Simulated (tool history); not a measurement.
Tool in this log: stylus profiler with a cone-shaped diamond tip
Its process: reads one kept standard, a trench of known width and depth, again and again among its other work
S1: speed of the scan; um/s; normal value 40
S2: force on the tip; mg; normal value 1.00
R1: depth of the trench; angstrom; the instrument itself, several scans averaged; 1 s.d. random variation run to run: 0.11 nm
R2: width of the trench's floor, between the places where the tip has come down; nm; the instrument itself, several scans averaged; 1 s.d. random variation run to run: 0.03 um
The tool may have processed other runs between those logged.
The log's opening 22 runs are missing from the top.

run	hour	S1	S2	R1	R2
23	2271.9	12	2.77	2035.9	17440
24	2413.7	49	2.04	2030.9	17260
25	2542.9	49	2.04	2033.9	17280
26	2653.6	14	0.77	2022.1	17360
27	2719.8	14	0.77	2021.2	17280
28	2856.3	110	2.83	2043.4	17140
29	2941.1	110	2.83	2044.0	17130
30	3054.7	19	2.90	2045.9	17290
31	3133.0	35	0.80	2025.1	17170
32	3258.9	158	2.63	2041.8	17000
33	3372.4	158	2.63	2043.9	16980
34	3449.6	158	2.63	2045.0	16960
# hour 3537.1: height scale calibrated on a step standard
35	3552.7	16	1.61	2023.7	17250
36	3694.4	38	1.11	2019.9	17120
37	3775.0	40	0.35	2010.5	17020
38	3843.5	49	0.36	2011.3	16930
39	3919.4	21	1.00	2018.3	17080
40	3992.4	25	0.40	2013.1	17080
41	4078.1	25	1.21	2022.6	17080
42	4170.3	25	0.34	2010.9	17010
43	4271.5	66	1.73	2028.6	16990
44	4339.8	30	1.73	2028.1	17100
45	4444.8	59	1.61	2028.2	16920

Forecast each of these 3 alternatives for the next run:
A	4502.8	52	2.26	?	?
B	4502.8	78	2.12	?	?
C	4502.8	63	0.39	?	?

run	R1	R2
A	2035.7	16980
B	2033.3	16940
C	2013.7	16820
With the hidden condition removed and each run's random variation left untouched, the same runs would have given:
run	R1	R2
A	2030.2	17900
B	2027.8	17860
C	2008.2	17740
